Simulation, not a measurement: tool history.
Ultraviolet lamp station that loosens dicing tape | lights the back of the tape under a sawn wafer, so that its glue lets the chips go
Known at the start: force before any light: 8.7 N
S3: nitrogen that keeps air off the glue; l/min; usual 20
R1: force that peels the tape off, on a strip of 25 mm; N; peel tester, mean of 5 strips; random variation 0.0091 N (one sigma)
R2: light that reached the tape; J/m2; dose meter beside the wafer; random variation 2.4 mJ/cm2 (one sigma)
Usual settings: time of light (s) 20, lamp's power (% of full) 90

Run 1, hour 0.0: usual settings. Result: R1 0.882 N, R2 1640 J/m2.
At hour 39.6: window cleaned of glue's vapour.
Run 2, hour 46.6: usual settings but S3 39 l/min. Result: R1 0.759 N, R2 1590 J/m2.
Run 3, hour 76.5: usual settings but S3 39 l/min. Result: R1 0.789 N, R2 1570 J/m2.
Run 4, hour 127.6: usual settings but S3 39 l/min. Result: R1 0.789 N, R2 1570 J/m2.
Run 5, hour 182.3: usual settings but lamp's power (% of full) 63, S3 39 l/min. Result: R1 1.550 N, R2 1080 J/m2.
Run 6, hour 210.6: usual settings but lamp's power (% of full) 63, S3 14 l/min. Result: R1 2.039 N, R2 1030 J/m2.
At hour 245.5: window cleaned of glue's vapour, once more.
Run 7, hour 256.1: usual settings but lamp's power (% of full) 81. Result: R1 0.896 N, R2 1560 J/m2.
Run 8, hour 295.9: usual settings but lamp's power (% of full) 81. Result: R1 0.928 N, R2 1550 J/m2.
Run 9, hour 326.6: usual settings but lamp's power (% of full) 81. Result: R1 0.927 N, R2 1530 J/m2.
Run 10, hour 370.3: usual settings but lamp's power (% of full) 81. Result: R1 0.984 N, R2 1510 J/m2.
Run 11, hour 411.6: usual settings. Result: R1 0.834 N, R2 1660 J/m2.
Run 12, hour 456.7: usual settings. Result: R1 0.844 N, R2 1700 J/m2.
At hour 495.6: lamp changed.
Run 13, hour 495.6: usual settings. Result: R1 0.412 N, R2 2460 J/m2.
Run 14, hour 536.7: usual settings. Result: R1 0.389 N, R2 2370 J/m2.
Run 15, hour 578.0: usual settings. Result: R1 0.433 N, R2 2350 J/m2.
Run 16, hour 626.4: usual settings but time of light (s) 24. Result: R1 0.316 N, R2 2790 J/m2.
Run 17, hour 674.1: usual settings but time of light (s) 24, lamp's power (% of full) 75. Result: R1 0.434 N, R2 2320 J/m2.
Run 18, hour 733.5: usual settings but time of light (s) 24, lamp's power (% of full) 75. Result: R1 0.459 N, R2 2280 J/m2.
Run 19, hour 796.6: usual settings but time of light (s) 24, lamp's power (% of full) 75, S3 22 l/min. Result: R1 0.473 N, R2 2230 J/m2.
Run 20, hour 863.4: usual settings but time of light (s) 24, lamp's power (% of full) 75, S3 22 l/min. Result: R1 0.462 N, R2 2200 J/m2.
Run 21, hour 928.0: usual settings but time of light (s) 24, lamp's power (% of full) 75, S3 22 l/min. Result: R1 0.476 N, R2 2180 J/m2.
Run 22, hour 956.2: usual settings but time of light (s) 24, lamp's power (% of full) 75, S3 22 l/min. Result: R1 0.477 N, R2 2160 J/m2.
Run 23, hour 992.3: usual settings but time of light (s) 24, lamp's power (% of full) 82, S3 22 l/min. Result: R1 0.403 N, R2 2340 J/m2.
Run 24, hour 1051.9: usual settings but time of light (s) 16, lamp's power (% of full) 93, S3 17 l/min. Result: R1 0.794 N, R2 1740 J/m2.
Run 25, hour 1086.4: usual settings but time of light (s) 18, lamp's power (% of full) 85, S3 27 l/min. Result: R1 0.655 N, R2 1800 J/m2.
Run 26, hour 1138.8: usual settings but time of light (s) 21, lamp's power (% of full) 80, S3 27 l/min. Result: R1 0.585 N, R2 1940 J/m2.
Run 27, hour 1179.6: usual settings but time of light (s) 21, lamp's power (% of full) 80, S3 27 l/min. Result: R1 0.590 N, R2 1920 J/m2.
Run 28, hour 1242.3: usual settings but time of light (s) 12, lamp's power (% of full) 95, S3 12 l/min. Result: R1 1.543 N, R2 1230 J/m2.
Run 29, hour 1298.2: usual settings but S3 16 l/min. Result: R1 0.658 N, R2 1970 J/m2.
Run 30, hour 1349.0: usual settings but lamp's power (% of full) 70, S3 23 l/min. Result: R1 0.945 N, R2 1500 J/m2.
At hour 1355.7: window cleaned of glue's vapour.
Run 31, hour 1397.4: usual settings but time of light (s) 30, lamp's power (% of full) 69, S3 15 l/min. Result: R1 0.430 N, R2 2500 J/m2.
Run 32, hour 1437.0: usual settings but time of light (s) 30, lamp's power (% of full) 69, S3 15 l/min. Result: R1 0.437 N, R2 2500 J/m2.
Run 33, hour 1481.7: usual settings but lamp's power (% of full) 89. Result: R1 0.534 N, R2 2090 J/m2.
Run 34, hour 1535.1: usual settings but lamp's power (% of full) 81, S3 39 l/min. Result: R1 0.531 N, R2 1890 J/m2.
Run 35, hour 1580.3: usual settings but lamp's power (% of full) 81, S3 39 l/min. Result: R1 0.549 N, R2 1850 J/m2.
Run 36, hour 1634.2: usual settings but time of light (s) 31, lamp's power (% of full) 68. Result: R1 0.395 N, R2 2410 J/m2.
Run 37, hour 1687.6: usual settings but lamp's power (% of full) 64, S3 13 l/min. Result: R1 1.284 N, R2 1460 J/m2.
Run 38, hour 1740.0: usual settings but time of light (s) 32, lamp's power (% of full) 78, S3 38 l/min. Result: R1 0.293 N, R2 2790 J/m2.
Run 39, hour 1801.7: usual settings but time of light (s) 32, lamp's power (% of full) 78, S3 38 l/min. Result: R1 0.301 N, R2 2710 J/m2.
Run 40, hour 1842.6: usual settings but S3 17 l/min. Result: R1 0.662 N, R2 1910 J/m2.
Run 41, hour 1876.8: usual settings but S3 17 l/min. Result: R1 0.676 N, R2 1930 J/m2.
Run 42, hour 1921.3: usual settings but lamp's power (% of full) 60, S3 17 l/min. Result: R1 1.406 N, R2 1260 J/m2.
Run 43, hour 1960.6: usual settings but time of light (s) 11, S3 15 l/min. Result: R1 2.007 N, R2 1000 J/m2.

Forecast each of these 4 alternatives for the next run:
Run A, hour 2013.9: usual settings but time of light (s) 30, S3 18 l/min. Result: R1 ?, R2 ?.
Run B, hour 2013.9: usual settings but S3 23 l/min. Result: R1 ?, R2 ?.
Run C, hour 2013.9: usual settings but time of light (s) 27, lamp's power (% of full) 89, S3 14 l/min. Result: R1 ?, R2 ?.
Run D, hour 2013.9: usual settings but time of light (s) 13, S3 28 l/min. Result: R1 ?, R2 ?.

run     R1    R2
  A  0.348  2800
  B  0.634  1840
  C  0.432  2470
  D  1.360  1220
Without the tool's hidden state the same runs would have given:
run     R1    R2
  A  0.254  3760
  B  0.360  2480
  C  0.273  3340
  D  0.785  1640
